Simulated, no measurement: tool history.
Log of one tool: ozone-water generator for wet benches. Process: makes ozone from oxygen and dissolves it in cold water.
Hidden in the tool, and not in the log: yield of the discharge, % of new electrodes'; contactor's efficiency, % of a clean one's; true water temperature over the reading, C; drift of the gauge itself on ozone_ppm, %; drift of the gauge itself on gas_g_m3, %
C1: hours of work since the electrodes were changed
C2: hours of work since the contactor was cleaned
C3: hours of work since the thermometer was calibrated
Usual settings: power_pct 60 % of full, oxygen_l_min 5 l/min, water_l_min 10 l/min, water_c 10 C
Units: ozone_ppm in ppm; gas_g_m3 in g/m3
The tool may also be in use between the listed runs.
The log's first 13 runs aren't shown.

{"run": 14, "hour": 1301.0, "power_pct": 60, "oxygen_l_min": 5, "water_l_min": 10, "water_c": 10, "C1": 3708, "C2": 432, "C3": 298, "ozone_ppm": 32, "gas_g_m3": 185.9}
{"run": 15, "hour": 1436.4, "power_pct": 60, "oxygen_l_min": 5, "water_l_min": 10, "water_c": 10, "C1": 3799, "C2": 523, "C3": 389, "ozone_ppm": 31.6, "gas_g_m3": 185.2}
{"run": 16, "hour": 1551.1, "power_pct": 60, "oxygen_l_min": 5, "water_l_min": 10, "water_c": 10, "C1": 3875, "C2": 600, "C3": 465, "ozone_ppm": 31.7, "gas_g_m3": 185.7}
{"run": 17, "hour": 1619.2, "power_pct": 60, "oxygen_l_min": 5, "water_l_min": 10, "water_c": 10, "C1": 3921, "C2": 645, "C3": 511, "ozone_ppm": 31.6, "gas_g_m3": 184}
{"run": 18, "hour": 1687.0, "power_pct": 60, "oxygen_l_min": 6.55, "water_l_min": 10, "water_c": 10, "C1": 3966, "C2": 690, "C3": 556, "ozone_ppm": 31.9, "gas_g_m3": 165.5}
{"run": 19, "hour": 1791.2, "power_pct": 60, "oxygen_l_min": 6.55, "water_l_min": 10, "water_c": 10, "C1": 4036, "C2": 760, "C3": 626, "ozone_ppm": 31.8, "gas_g_m3": 166.4}
{"run": 20, "hour": 1936.4, "power_pct": 60, "oxygen_l_min": 6.55, "water_l_min": 10, "water_c": 10, "C1": 4133, "C2": 857, "C3": 723, "ozone_ppm": 31.4, "gas_g_m3": 164.2}
{"run": 21, "hour": 2018.5, "power_pct": 41, "oxygen_l_min": 3.23, "water_l_min": 16, "water_c": 10, "C1": 4188, "C2": 912, "C3": 778, "ozone_ppm": 14.6, "gas_g_m3": 160.9}
{"run": 22, "hour": 2160.7, "power_pct": 58, "oxygen_l_min": 2.71, "water_l_min": 10, "water_c": 10, "C1": 4283, "C2": 1007, "C3": 873, "ozone_ppm": 28.2, "gas_g_m3": 227.7}
{"run": 23, "hour": 2273.4, "power_pct": 58, "oxygen_l_min": 2.71, "water_l_min": 9, "water_c": 10, "C1": 4358, "C2": 1082, "C3": 948, "ozone_ppm": 30.9, "gas_g_m3": 226.7}
{"run": 24, "hour": 2386.0, "power_pct": 49, "oxygen_l_min": 5, "water_l_min": 8, "water_c": 10, "C1": 4434, "C2": 1158, "C3": 1024, "ozone_ppm": 29.8, "gas_g_m3": 155.1}
{"run": 25, "hour": 2499.4, "power_pct": 88, "oxygen_l_min": 6.91, "water_l_min": 14, "water_c": 7, "C1": 4510, "C2": 1234, "C3": 1099, "ozone_ppm": 35.6, "gas_g_m3": 220.8}
{"run": 26, "hour": 2621.5, "power_pct": 88, "oxygen_l_min": 6.91, "water_l_min": 14, "water_c": 7, "C1": 4591, "C2": 1315, "C3": 1181, "ozone_ppm": 36.1, "gas_g_m3": 218.6}
{"run": 27, "hour": 2685.2, "power_pct": 55, "oxygen_l_min": 6.91, "water_l_min": 14, "water_c": 7, "C1": 4634, "C2": 1358, "C3": 1224, "ozone_ppm": 24.5, "gas_g_m3": 148.5}
{"run": 28, "hour": 2779.4, "power_pct": 55, "oxygen_l_min": 6.91, "water_l_min": 8, "water_c": 8, "C1": 4697, "C2": 1421, "C3": 1287, "ozone_ppm": 34.3, "gas_g_m3": 149.2}
{"run": 29, "hour": 2863.6, "power_pct": 60, "oxygen_l_min": 8.06, "water_l_min": 10, "water_c": 10, "C1": 4753, "C2": 1477, "C3": 1343, "ozone_ppm": 30.7, "gas_g_m3": 148.3}
{"run": 30, "hour": 2979.6, "power_pct": 60, "oxygen_l_min": 5, "water_l_min": 12, "water_c": 10, "C1": 4831, "C2": 1555, "C3": 1421, "ozone_ppm": 27.1, "gas_g_m3": 180}
{"run": 31, "hour": 3061.8, "power_pct": 60, "oxygen_l_min": 5, "water_l_min": 12, "water_c": 10, "C1": 4886, "C2": 1610, "C3": 1475, "ozone_ppm": 26.6, "gas_g_m3": 180.5}
{"run": 32, "hour": 3121.3, "power_pct": 60, "oxygen_l_min": 5, "water_l_min": 12, "water_c": 10, "C1": 4925, "C2": 1649, "C3": 1515, "ozone_ppm": 27, "gas_g_m3": 178.2}
{"run": 33, "hour": 3262.3, "power_pct": 87, "oxygen_l_min": 5, "water_l_min": 12, "water_c": 6, "C1": 5020, "C2": 1744, "C3": 1610, "ozone_ppm": 38.6, "gas_g_m3": 244.3}
{"run": 34, "hour": 3350.6, "power_pct": 87, "oxygen_l_min": 5, "water_l_min": 8, "water_c": 6, "C1": 5079, "C2": 1803, "C3": 1669, "ozone_ppm": 50.3, "gas_g_m3": 244}

Forecast each of these 3 alternatives for the next run:
{"run": "A", "hour": 3429.9, "power_pct": 94, "oxygen_l_min": 5, "water_l_min": 9, "water_c": 15, "C1": 5132, "C2": 1856, "C3": 1722, "ozone_ppm": "?", "gas_g_m3": "?"}
{"run": "B", "hour": 3429.9, "power_pct": 49, "oxygen_l_min": 3.96, "water_l_min": 8, "water_c": 6, "C1": 5132, "C2": 1856, "C3": 1722, "ozone_ppm": "?", "gas_g_m3": "?"}
{"run": "C", "hour": 3429.9, "power_pct": 46, "oxygen_l_min": 5, "water_l_min": 10, "water_c": 6, "C1": 5132, "C2": 1856, "C3": 1722, "ozone_ppm": "?", "gas_g_m3": "?"}

run=A ozone_ppm=42.3 gas_g_m3=256.6
run=B ozone_ppm=31.5 gas_g_m3=166.8
run=C ozone_ppm=25.9 gas_g_m3=144.4
Without the tool's hidden state the same runs would have given:
run=A ozone_ppm=51.7 gas_g_m3=308.6
run=B ozone_ppm=35.4 gas_g_m3=184.7
run=C ozone_ppm=28.9 gas_g_m3=158.6

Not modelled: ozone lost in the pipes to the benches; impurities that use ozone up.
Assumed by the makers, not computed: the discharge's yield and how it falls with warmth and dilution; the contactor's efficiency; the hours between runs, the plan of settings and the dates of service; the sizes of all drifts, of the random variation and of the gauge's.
